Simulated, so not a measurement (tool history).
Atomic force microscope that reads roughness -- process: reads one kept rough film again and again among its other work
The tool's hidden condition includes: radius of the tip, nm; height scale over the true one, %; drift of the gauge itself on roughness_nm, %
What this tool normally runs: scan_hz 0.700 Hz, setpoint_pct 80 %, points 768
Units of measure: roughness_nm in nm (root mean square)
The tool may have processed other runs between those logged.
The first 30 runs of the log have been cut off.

run	hour	scan_hz	setpoint_pct	points	pictures with this tip	hours of work since the height scale was calibrated	roughness_nm
31	531.0	1.770	80	817	78	594	1.933
32	546.1	1.160	80	384	98	603	2.029
33	557.1	2.791	76	977	112	610	1.871
# hour 565.8: new tip fitted
34	569.2	2.791	76	977	4	617	1.876
35	580.4	0.700	80	547	19	624	2.130
36	603.5	0.539	66	943	49	638	2.258
37	621.4	0.858	66	271	72	649	2.142
38	633.4	1.033	62	533	87	657	2.211
39	658.4	1.395	80	768	120	672	2.009

3 options for the next run, each taken on its own from the tool as it stands now. Forecast them:
# hour 660.9: new tip fitted
A	672.2	0.700	74	680	15	680	?
# hour 660.9: new tip fitted
B	672.2	0.535	72	768	15	680	?
# hour 660.9: new tip fitted
C	672.2	2.749	60	768	15	680	?

run	roughness_nm
A	2.186
B	2.206
C	2.108
What these runs would have given with no unlogged condition in the tool:
run	roughness_nm
A	2.188
B	2.208
C	2.110
